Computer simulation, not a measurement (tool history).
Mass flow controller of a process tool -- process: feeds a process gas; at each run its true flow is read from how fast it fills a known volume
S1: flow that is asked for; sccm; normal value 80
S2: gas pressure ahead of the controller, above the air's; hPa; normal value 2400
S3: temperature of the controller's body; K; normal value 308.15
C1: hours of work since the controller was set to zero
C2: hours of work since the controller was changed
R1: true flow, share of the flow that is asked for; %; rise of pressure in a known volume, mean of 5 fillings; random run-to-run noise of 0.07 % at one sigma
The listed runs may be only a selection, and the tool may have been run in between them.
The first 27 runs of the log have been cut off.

{"run": 28, "hour": 8044.6, "S1": 93, "S2": 2400, "S3": 307.15, "C1": 4017, "C2": 4017, "R1": 102.55}
{"hour": 8423.4, "done": "controller's zero set anew"}
{"run": 29, "hour": 8460.7, "S1": 93, "S2": 2080, "S3": 305.15, "C1": 13, "C2": 4160, "R1": 100.06}
{"run": 30, "hour": 8693.0, "S1": 93, "S2": 2080, "S3": 305.15, "C1": 93, "C2": 4240, "R1": 100.05}
{"run": 31, "hour": 8989.5, "S1": 23, "S2": 2400, "S3": 303.15, "C1": 195, "C2": 4342, "R1": 100.29}
{"run": 32, "hour": 9298.7, "S1": 23, "S2": 2400, "S3": 303.15, "C1": 301, "C2": 4449, "R1": 100.59}
{"run": 33, "hour": 9642.1, "S1": 33, "S2": 2060, "S3": 302.15, "C1": 420, "C2": 4567, "R1": 100.3}
{"run": 34, "hour": 9928.2, "S1": 25, "S2": 1880, "S3": 309.15, "C1": 518, "C2": 4665, "R1": 100.44}
{"run": 35, "hour": 10129.0, "S1": 120, "S2": 1660, "S3": 302.15, "C1": 587, "C2": 4735, "R1": 100.46}
{"run": 36, "hour": 10441.2, "S1": 120, "S2": 1660, "S3": 302.15, "C1": 695, "C2": 4842, "R1": 100.54}
{"run": 37, "hour": 10617.4, "S1": 120, "S2": 1660, "S3": 302.15, "C1": 756, "C2": 4903, "R1": 100.44}
{"run": 38, "hour": 11013.7, "S1": 120, "S2": 1660, "S3": 302.15, "C1": 892, "C2": 5039, "R1": 100.66}
{"run": 39, "hour": 11258.2, "S1": 61, "S2": 2400, "S3": 308.15, "C1": 976, "C2": 5124, "R1": 100.93}
{"run": 40, "hour": 11456.8, "S1": 84, "S2": 2260, "S3": 312.15, "C1": 1045, "C2": 5192, "R1": 100.67}
{"run": 41, "hour": 11766.5, "S1": 86, "S2": 2400, "S3": 299.15, "C1": 1151, "C2": 5299, "R1": 101.46}
{"run": 42, "hour": 12113.0, "S1": 29, "S2": 2400, "S3": 306.15, "C1": 1271, "C2": 5418, "R1": 102.26}
{"run": 43, "hour": 12450.0, "S1": 116, "S2": 1950, "S3": 308.15, "C1": 1387, "C2": 5534, "R1": 101.02}
{"run": 44, "hour": 12862.8, "S1": 116, "S2": 1950, "S3": 308.15, "C1": 1529, "C2": 5676, "R1": 100.97}
{"run": 45, "hour": 13122.7, "S1": 80, "S2": 2400, "S3": 293.15, "C1": 1618, "C2": 5766, "R1": 102.06}
{"run": 46, "hour": 13375.0, "S1": 35, "S2": 2630, "S3": 308.15, "C1": 1705, "C2": 5853, "R1": 102.85}
{"run": 47, "hour": 13688.9, "S1": 43, "S2": 1430, "S3": 308.15, "C1": 1813, "C2": 5961, "R1": 101.6}
{"run": 48, "hour": 13971.2, "S1": 32, "S2": 1820, "S3": 309.15, "C1": 1911, "C2": 6058, "R1": 102.83}

Forecast each of these 3 alternatives for the next run:
{"run": "A", "hour": 14368.0, "S1": 80, "S2": 1610, "S3": 301.15, "C1": 2047, "C2": 6195, "R1": "?"}
{"run": "B", "hour": 14368.0, "S1": 80, "S2": 1820, "S3": 309.15, "C1": 2047, "C2": 6195, "R1": "?"}
{"run": "C", "hour": 14368.0, "S1": 113, "S2": 1820, "S3": 308.15, "C1": 2047, "C2": 6195, "R1": "?"}

run=A R1=101.51
run=B R1=101.35
run=C R1=101.27
The same runs, with their run-to-run variation unchanged, on a tool lacking any hidden condition would have given:
run=A R1=98.39
run=B R1=98.22
run=C R1=98.57

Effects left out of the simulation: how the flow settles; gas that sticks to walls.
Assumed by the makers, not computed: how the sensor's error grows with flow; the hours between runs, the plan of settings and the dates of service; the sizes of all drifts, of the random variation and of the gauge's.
